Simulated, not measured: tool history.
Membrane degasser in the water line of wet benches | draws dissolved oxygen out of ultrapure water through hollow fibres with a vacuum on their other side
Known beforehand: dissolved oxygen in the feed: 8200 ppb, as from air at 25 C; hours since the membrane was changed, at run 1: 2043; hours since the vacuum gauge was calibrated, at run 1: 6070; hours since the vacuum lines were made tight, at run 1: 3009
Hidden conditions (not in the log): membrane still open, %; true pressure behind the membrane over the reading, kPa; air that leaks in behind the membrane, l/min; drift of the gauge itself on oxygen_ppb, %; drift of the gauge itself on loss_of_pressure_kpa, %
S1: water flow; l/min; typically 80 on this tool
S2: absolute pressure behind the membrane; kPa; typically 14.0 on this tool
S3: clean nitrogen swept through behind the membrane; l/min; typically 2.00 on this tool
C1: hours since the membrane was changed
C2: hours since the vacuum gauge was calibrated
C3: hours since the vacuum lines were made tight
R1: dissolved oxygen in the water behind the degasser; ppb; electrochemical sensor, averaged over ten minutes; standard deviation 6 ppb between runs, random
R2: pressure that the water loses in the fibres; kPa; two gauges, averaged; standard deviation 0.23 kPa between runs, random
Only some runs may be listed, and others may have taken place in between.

{"run": 1, "hour": 0.0, "S1": 80, "S2": 14.0, "S3": 2.0, "C1": 2043, "C2": 6070, "C3": 3009, "R1": 857.0, "R2": 58.51}
{"run": 2, "hour": 77.2, "S1": 80, "S2": 14.0, "S3": 2.0, "C1": 2120, "C2": 6148, "C3": 3086, "R1": 858.3, "R2": 58.47}
{"run": 3, "hour": 167.0, "S1": 80, "S2": 14.0, "S3": 2.0, "C1": 2210, "C2": 6237, "C3": 3176, "R1": 863.2, "R2": 59.11}
{"run": 4, "hour": 230.2, "S1": 80, "S2": 24.9, "S3": 2.0, "C1": 2273, "C2": 6301, "C3": 3239, "R1": 1555.8, "R2": 58.41}
{"run": 5, "hour": 318.0, "S1": 80, "S2": 24.9, "S3": 2.0, "C1": 2361, "C2": 6388, "C3": 3327, "R1": 1544.4, "R2": 58.21}
{"run": 6, "hour": 404.7, "S1": 80, "S2": 24.9, "S3": 2.0, "C1": 2448, "C2": 6475, "C3": 3414, "R1": 1563.6, "R2": 58.68}
{"run": 7, "hour": 466.5, "S1": 124, "S2": 14.0, "S3": 2.0, "C1": 2510, "C2": 6537, "C3": 3476, "R1": 1258.2, "R2": 90.74}
{"run": 8, "hour": 529.3, "S1": 80, "S2": 14.0, "S3": 2.0, "C1": 2573, "C2": 6600, "C3": 3539, "R1": 874.7, "R2": 59.58}
{"run": 9, "hour": 619.8, "S1": 80, "S2": 14.0, "S3": 2.0, "C1": 2663, "C2": 6690, "C3": 3629, "R1": 874.5, "R2": 59.18}
{"run": 10, "hour": 735.0, "S1": 80, "S2": 14.0, "S3": 2.0, "C1": 2778, "C2": 6805, "C3": 3744, "R1": 873.5, "R2": 59.1}
{"run": 11, "hour": 850.4, "S1": 80, "S2": 14.0, "S3": 2.66, "C1": 2894, "C2": 6921, "C3": 3860, "R1": 709.6, "R2": 59.26}
{"run": 12, "hour": 925.0, "S1": 90, "S2": 14.0, "S3": 2.66, "C1": 2968, "C2": 6995, "C3": 3934, "R1": 802.9, "R2": 66.35}
{"run": 13, "hour": 1022.8, "S1": 80, "S2": 14.0, "S3": 2.0, "C1": 3066, "C2": 7093, "C3": 4032, "R1": 875.6, "R2": 59.12}
{"run": 14, "hour": 1121.0, "S1": 80, "S2": 14.0, "S3": 2.0, "C1": 3164, "C2": 7191, "C3": 4130, "R1": 858.2, "R2": 59.14}
{"run": 15, "hour": 1196.9, "S1": 80, "S2": 14.0, "S3": 2.0, "C1": 3240, "C2": 7267, "C3": 4206, "R1": 867.0, "R2": 59.06}
{"run": 16, "hour": 1314.0, "S1": 80, "S2": 14.0, "S3": 2.0, "C1": 3357, "C2": 7384, "C3": 4323, "R1": 868.6, "R2": 59.32}
{"run": 17, "hour": 1421.2, "S1": 81, "S2": 14.0, "S3": 1.82, "C1": 3464, "C2": 7492, "C3": 4430, "R1": 958.2, "R2": 60.26}
{"hour": 1427.8, "done": "vacuum gauge calibrated"}
{"run": 18, "hour": 1488.3, "S1": 125, "S2": 19.3, "S3": 3.49, "C1": 3531, "C2": 61, "C3": 4497, "R1": 1222.7, "R2": 93.38}
{"run": 19, "hour": 1595.6, "S1": 54, "S2": 9.7, "S3": 2.0, "C1": 3638, "C2": 168, "C3": 4604, "R1": 417.0, "R2": 40.62}
{"run": 20, "hour": 1712.2, "S1": 73, "S2": 14.0, "S3": 2.29, "C1": 3755, "C2": 284, "C3": 4721, "R1": 755.7, "R2": 54.49}
{"run": 21, "hour": 1778.6, "S1": 73, "S2": 14.0, "S3": 2.29, "C1": 3821, "C2": 351, "C3": 4787, "R1": 747.4, "R2": 54.21}
{"hour": 1784.2, "done": "vacuum gauge calibrated, once more"}
{"run": 22, "hour": 1863.2, "S1": 49, "S2": 11.4, "S3": 1.53, "C1": 3905, "C2": 79, "C3": 4871, "R1": 524.1, "R2": 37.14}
{"run": 23, "hour": 1970.5, "S1": 80, "S2": 16.4, "S3": 2.0, "C1": 4013, "C2": 186, "C3": 4979, "R1": 987.0, "R2": 59.76}
{"run": 24, "hour": 2019.2, "S1": 117, "S2": 11.9, "S3": 3.25, "C1": 4061, "C2": 235, "C3": 5027, "R1": 743.5, "R2": 87.32}
{"run": 25, "hour": 2069.8, "S1": 117, "S2": 11.9, "S3": 3.25, "C1": 4112, "C2": 286, "C3": 5078, "R1": 741.1, "R2": 87.49}
{"run": 26, "hour": 2125.3, "S1": 117, "S2": 11.9, "S3": 3.25, "C1": 4167, "C2": 341, "C3": 5134, "R1": 740.4, "R2": 87.44}
{"run": 27, "hour": 2220.7, "S1": 61, "S2": 25.6, "S3": 2.15, "C1": 4263, "C2": 436, "C3": 5229, "R1": 1200.7, "R2": 45.57}
{"run": 28, "hour": 2338.9, "S1": 61, "S2": 25.6, "S3": 2.15, "C1": 4381, "C2": 555, "C3": 5347, "R1": 1201.4, "R2": 45.68}
{"hour": 2430.8, "done": "seals of the vacuum lines changed"}
{"run": 29, "hour": 2461.0, "S1": 65, "S2": 11.8, "S3": 2.12, "C1": 4501, "C2": 675, "C3": 30, "R1": 544.5, "R2": 49.05}
{"run": 30, "hour": 2548.2, "S1": 65, "S2": 11.8, "S3": 2.12, "C1": 4588, "C2": 762, "C3": 117, "R1": 547.1, "R2": 48.87}
{"run": 31, "hour": 2635.0, "S1": 65, "S2": 11.8, "S3": 2.12, "C1": 4675, "C2": 849, "C3": 204, "R1": 552.3, "R2": 48.85}
{"run": 32, "hour": 2740.5, "S1": 107, "S2": 9.5, "S3": 4.04, "C1": 4781, "C2": 954, "C3": 310, "R1": 460.6, "R2": 81.32}

Below, each run's measurement less what the same run would have read without the hidden state. Both values contain the same run-to-run variation, but the gauge's scatter may not be the same in both:
run=1 R1=+41.4 R2=+1.32
run=2 R1=+42.0 R2=+1.37
run=3 R1=+43.0 R2=+1.44
run=4 R1=+38.0 R2=+1.47
run=5 R1=+38.3 R2=+1.52
run=6 R1=+39.4 R2=+1.59
run=7 R1=+66.0 R2=+2.54
run=8 R1=+46.4 R2=+1.69
run=9 R1=+47.1 R2=+1.75
run=10 R1=+48.0 R2=+1.82
run=11 R1=+41.4 R2=+1.91
run=12 R1=+47.9 R2=+2.20
run=13 R1=+50.6 R2=+2.02
run=14 R1=+50.3 R2=+2.10
run=15 R1=+51.4 R2=+2.13
run=16 R1=+52.4 R2=+2.23
run=17 R1=+57.9 R2=+2.32
run=18 R1=+72.4 R2=+3.66
run=19 R1=+52.9 R2=+1.64
run=20 R1=+61.7 R2=+2.27
run=21 R1=+61.4 R2=+2.30
run=22 R1=+4.2 R2=+1.59
run=23 R1=+10.8 R2=+2.65
run=24 R1=+27.0 R2=+3.92
run=25 R1=+27.6 R2=+3.99
run=26 R1=+28.2 R2=+4.04
run=27 R1=+8.2 R2=+2.15
run=28 R1=+9.0 R2=+2.22
run=29 R1=+9.8 R2=+2.43
run=30 R1=+10.6 R2=+2.48
run=31 R1=+11.1 R2=+2.52
run=32 R1=+29.8 R2=+4.29
